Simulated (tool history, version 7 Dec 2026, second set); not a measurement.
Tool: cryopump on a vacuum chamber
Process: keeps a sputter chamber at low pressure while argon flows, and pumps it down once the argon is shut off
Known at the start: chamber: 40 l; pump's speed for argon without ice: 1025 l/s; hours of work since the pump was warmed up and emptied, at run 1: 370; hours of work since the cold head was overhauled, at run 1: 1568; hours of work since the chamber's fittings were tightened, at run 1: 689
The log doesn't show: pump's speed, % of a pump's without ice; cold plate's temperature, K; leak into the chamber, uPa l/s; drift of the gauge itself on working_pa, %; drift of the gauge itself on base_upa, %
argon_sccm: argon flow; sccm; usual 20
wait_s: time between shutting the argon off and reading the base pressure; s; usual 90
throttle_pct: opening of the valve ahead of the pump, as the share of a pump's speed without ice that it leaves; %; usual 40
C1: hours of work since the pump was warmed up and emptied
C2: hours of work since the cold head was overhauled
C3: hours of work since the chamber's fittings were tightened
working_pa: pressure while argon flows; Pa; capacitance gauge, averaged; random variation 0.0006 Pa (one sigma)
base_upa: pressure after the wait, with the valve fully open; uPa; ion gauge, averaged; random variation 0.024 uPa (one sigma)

{"run": 1, "hour": 0.0, "argon_sccm": 20, "wait_s": 90, "throttle_pct": 40, "C1": 370, "C2": 1568, "C3": 689, "working_pa": 0.0877, "base_upa": 1.22}
{"run": 2, "hour": 37.2, "argon_sccm": 20, "wait_s": 90, "throttle_pct": 28, "C1": 393, "C2": 1591, "C3": 712, "working_pa": 0.1219, "base_upa": 1.26}
{"run": 3, "hour": 115.1, "argon_sccm": 20, "wait_s": 90, "throttle_pct": 28, "C1": 441, "C2": 1639, "C3": 760, "working_pa": 0.1233, "base_upa": 1.26}
{"run": 4, "hour": 182.3, "argon_sccm": 20, "wait_s": 90, "throttle_pct": 34, "C1": 483, "C2": 1681, "C3": 802, "working_pa": 0.1028, "base_upa": 1.36}
{"run": 5, "hour": 263.3, "argon_sccm": 20, "wait_s": 90, "throttle_pct": 52, "C1": 533, "C2": 1731, "C3": 852, "working_pa": 0.0708, "base_upa": 1.33}
{"run": 6, "hour": 350.4, "argon_sccm": 20, "wait_s": 90, "throttle_pct": 40, "C1": 587, "C2": 1784, "C3": 906, "working_pa": 0.0883, "base_upa": 1.38}
{"run": 7, "hour": 440.5, "argon_sccm": 20, "wait_s": 32, "throttle_pct": 40, "C1": 642, "C2": 1840, "C3": 961, "working_pa": 0.0907, "base_upa": 2.53}
{"run": 8, "hour": 509.7, "argon_sccm": 20, "wait_s": 90, "throttle_pct": 40, "C1": 685, "C2": 1883, "C3": 1004, "working_pa": 0.0918, "base_upa": 1.38}
{"run": 9, "hour": 559.9, "argon_sccm": 20, "wait_s": 90, "throttle_pct": 40, "C1": 716, "C2": 1914, "C3": 1035, "working_pa": 0.0913, "base_upa": 1.45}
{"run": 10, "hour": 642.4, "argon_sccm": 20, "wait_s": 90, "throttle_pct": 40, "C1": 767, "C2": 1965, "C3": 1086, "working_pa": 0.0922, "base_upa": 1.45}
{"run": 11, "hour": 703.9, "argon_sccm": 20, "wait_s": 90, "throttle_pct": 40, "C1": 805, "C2": 2003, "C3": 1124, "working_pa": 0.0924, "base_upa": 1.42}
{"run": 12, "hour": 792.0, "argon_sccm": 20, "wait_s": 90, "throttle_pct": 40, "C1": 860, "C2": 2057, "C3": 1178, "working_pa": 0.0927, "base_upa": 1.57}
{"run": 13, "hour": 859.1, "argon_sccm": 28, "wait_s": 90, "throttle_pct": 40, "C1": 901, "C2": 2099, "C3": 1220, "working_pa": 0.1318, "base_upa": 1.55}
{"run": 14, "hour": 937.2, "argon_sccm": 28, "wait_s": 90, "throttle_pct": 40, "C1": 949, "C2": 2147, "C3": 1268, "working_pa": 0.133, "base_upa": 1.62}
{"run": 15, "hour": 985.6, "argon_sccm": 20, "wait_s": 90, "throttle_pct": 36, "C1": 979, "C2": 2177, "C3": 1298, "working_pa": 0.1038, "base_upa": 1.61}
{"run": 16, "hour": 1061.7, "argon_sccm": 20, "wait_s": 172, "throttle_pct": 36, "C1": 1026, "C2": 2224, "C3": 1345, "working_pa": 0.1068, "base_upa": 1.38}
{"run": 17, "hour": 1107.1, "argon_sccm": 20, "wait_s": 172, "throttle_pct": 36, "C1": 1054, "C2": 2252, "C3": 1373, "working_pa": 0.1057, "base_upa": 1.37}
{"run": 18, "hour": 1179.5, "argon_sccm": 20, "wait_s": 172, "throttle_pct": 36, "C1": 1099, "C2": 2297, "C3": 1418, "working_pa": 0.1061, "base_upa": 1.44}
{"hour": 1254.0, "done": "pump warmed up, emptied and cooled again"}
{"run": 19, "hour": 1255.7, "argon_sccm": 20, "wait_s": 90, "throttle_pct": 43, "C1": 1, "C2": 2341, "C3": 1462, "working_pa": 0.0774, "base_upa": 1.39}
{"run": 20, "hour": 1316.1, "argon_sccm": 9, "wait_s": 112, "throttle_pct": 15, "C1": 38, "C2": 2378, "C3": 1499, "working_pa": 0.1006, "base_upa": 1.3}
{"run": 21, "hour": 1389.5, "argon_sccm": 9, "wait_s": 112, "throttle_pct": 32, "C1": 84, "C2": 2423, "C3": 1544, "working_pa": 0.0478, "base_upa": 1.31}
{"run": 22, "hour": 1456.1, "argon_sccm": 9, "wait_s": 112, "throttle_pct": 32, "C1": 125, "C2": 2464, "C3": 1586, "working_pa": 0.0479, "base_upa": 1.31}
{"run": 23, "hour": 1531.7, "argon_sccm": 15, "wait_s": 288, "throttle_pct": 20, "C1": 172, "C2": 2511, "C3": 1632, "working_pa": 0.1256, "base_upa": 1.03}
{"run": 24, "hour": 1600.0, "argon_sccm": 21, "wait_s": 21, "throttle_pct": 36, "C1": 214, "C2": 2553, "C3": 1675, "working_pa": 0.1002, "base_upa": 3.68}
{"run": 25, "hour": 1664.2, "argon_sccm": 20, "wait_s": 269, "throttle_pct": 40, "C1": 253, "C2": 2593, "C3": 1714, "working_pa": 0.0863, "base_upa": 1.12}
{"run": 26, "hour": 1736.8, "argon_sccm": 20, "wait_s": 269, "throttle_pct": 40, "C1": 298, "C2": 2638, "C3": 1759, "working_pa": 0.0863, "base_upa": 1.14}
{"run": 27, "hour": 1824.3, "argon_sccm": 20, "wait_s": 269, "throttle_pct": 40, "C1": 352, "C2": 2692, "C3": 1813, "working_pa": 0.0875, "base_upa": 1.17}
{"run": 28, "hour": 1900.2, "argon_sccm": 11, "wait_s": 269, "throttle_pct": 30, "C1": 399, "C2": 2739, "C3": 1860, "working_pa": 0.0631, "base_upa": 1.16}
{"run": 29, "hour": 1947.6, "argon_sccm": 23, "wait_s": 143, "throttle_pct": 17, "C1": 429, "C2": 2768, "C3": 1889, "working_pa": 0.231, "base_upa": 1.37}
{"run": 30, "hour": 2026.8, "argon_sccm": 39, "wait_s": 51, "throttle_pct": 39, "C1": 478, "C2": 2817, "C3": 1938, "working_pa": 0.1768, "base_upa": 2.14}
{"run": 31, "hour": 2069.3, "argon_sccm": 39, "wait_s": 51, "throttle_pct": 39, "C1": 504, "C2": 2843, "C3": 1964, "working_pa": 0.1771, "base_upa": 2.22}
{"run": 32, "hour": 2150.0, "argon_sccm": 39, "wait_s": 51, "throttle_pct": 39, "C1": 554, "C2": 2893, "C3": 2014, "working_pa": 0.1794, "base_upa": 2.22}
{"run": 33, "hour": 2216.8, "argon_sccm": 20, "wait_s": 54, "throttle_pct": 27, "C1": 595, "C2": 2934, "C3": 2056, "working_pa": 0.1297, "base_upa": 2.16}
{"run": 34, "hour": 2300.9, "argon_sccm": 20, "wait_s": 54, "throttle_pct": 17, "C1": 647, "C2": 2986, "C3": 2108, "working_pa": 0.2027, "base_upa": 2.17}
{"run": 35, "hour": 2349.2, "argon_sccm": 11, "wait_s": 90, "throttle_pct": 40, "C1": 677, "C2": 3016, "C3": 2137, "working_pa": 0.0503, "base_upa": 1.83}

How the hidden state differs across the entries between the runs, from the last listed run before each to the first after it:
Between runs 18 and 19: pump warmed up, emptied and cooled again (hour 1254.0)
  pump's speed, % of a pump's without ice: 70.5 -> 99.9; cold plate's temperature, K: 13.43 -> 13.45; leak into the chamber, uPa l/s: 731 -> 741
  measured less the result without the state, working_pa: +0.0151 -> +0.0010 Pa; base_upa: +0.77 -> +0.45 uPa

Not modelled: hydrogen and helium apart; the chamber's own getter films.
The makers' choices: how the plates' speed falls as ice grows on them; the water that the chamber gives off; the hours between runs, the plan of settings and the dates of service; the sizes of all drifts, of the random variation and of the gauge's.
